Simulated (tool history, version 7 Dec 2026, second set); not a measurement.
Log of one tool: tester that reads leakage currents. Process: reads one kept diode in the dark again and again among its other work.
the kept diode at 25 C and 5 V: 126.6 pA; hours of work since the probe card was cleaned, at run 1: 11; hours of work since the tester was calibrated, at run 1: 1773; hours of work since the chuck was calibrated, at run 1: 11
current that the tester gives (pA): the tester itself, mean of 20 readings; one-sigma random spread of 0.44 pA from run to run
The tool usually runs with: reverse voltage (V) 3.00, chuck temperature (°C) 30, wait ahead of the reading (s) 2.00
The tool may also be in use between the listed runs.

run	hour	reverse voltage (V)	chuck temperature (°C)	wait ahead of the reading (s)	hours of work since the probe card was cleaned	hours of work since the tester was calibrated	hours of work since the chuck was calibrated	current that the tester gives (pA)
1	0.0	3.00	30	2.00	11	1773	11	145.20
2	75.0	4.03	30	2.00	56	1818	56	170.17
3	149.2	4.03	30	2.00	100	1862	100	172.60
4	203.1	4.03	30	2.00	132	1894	132	173.23
5	270.2	4.03	30	2.00	172	1934	172	172.71
6	324.0	4.03	30	2.00	204	1966	204	174.69
7	368.1	4.03	30	2.00	230	1992	230	173.90
8	403.0	3.00	30	9.07	251	2013	251	148.26
9	454.6	3.00	30	9.07	282	2044	282	148.36
10	502.2	1.76	57	1.74	310	2072	310	850.54
11	540.7	4.87	36	2.30	333	2095	333	316.39
12	578.0	2.57	30	2.30	356	2118	356	137.38
13	613.7	2.57	30	2.30	377	2139	377	138.08
14	679.6	2.57	30	2.30	416	2178	416	138.34
15	751.1	4.43	54	1.38	459	2221	459	1171.57
16	812.7	4.43	36	4.55	496	2258	496	304.38
17	847.0	5.48	24	4.93	516	2278	516	130.50
18	919.2	3.00	49	0.59	559	2321	559	659.84

Here are 4 independent what-if runs from the current tool condition. What would each one return?
A	951.7	10.42	37	0.59	578	2341	578	?
B	951.7	4.76	49	4.16	578	2341	578	?
C	951.7	3.00	49	0.53	578	2341	578	?
D	951.7	3.00	38	0.34	578	2341	578	?

run	current that the tester gives (pA)
A	535.37
B	855.40
C	659.13
D	291.03
The same runs, with their run-to-run variation unchanged, on a tool lacking any hidden condition would have given:
run	current that the tester gives (pA)
A	511.53
B	828.84
C	639.27
D	280.17

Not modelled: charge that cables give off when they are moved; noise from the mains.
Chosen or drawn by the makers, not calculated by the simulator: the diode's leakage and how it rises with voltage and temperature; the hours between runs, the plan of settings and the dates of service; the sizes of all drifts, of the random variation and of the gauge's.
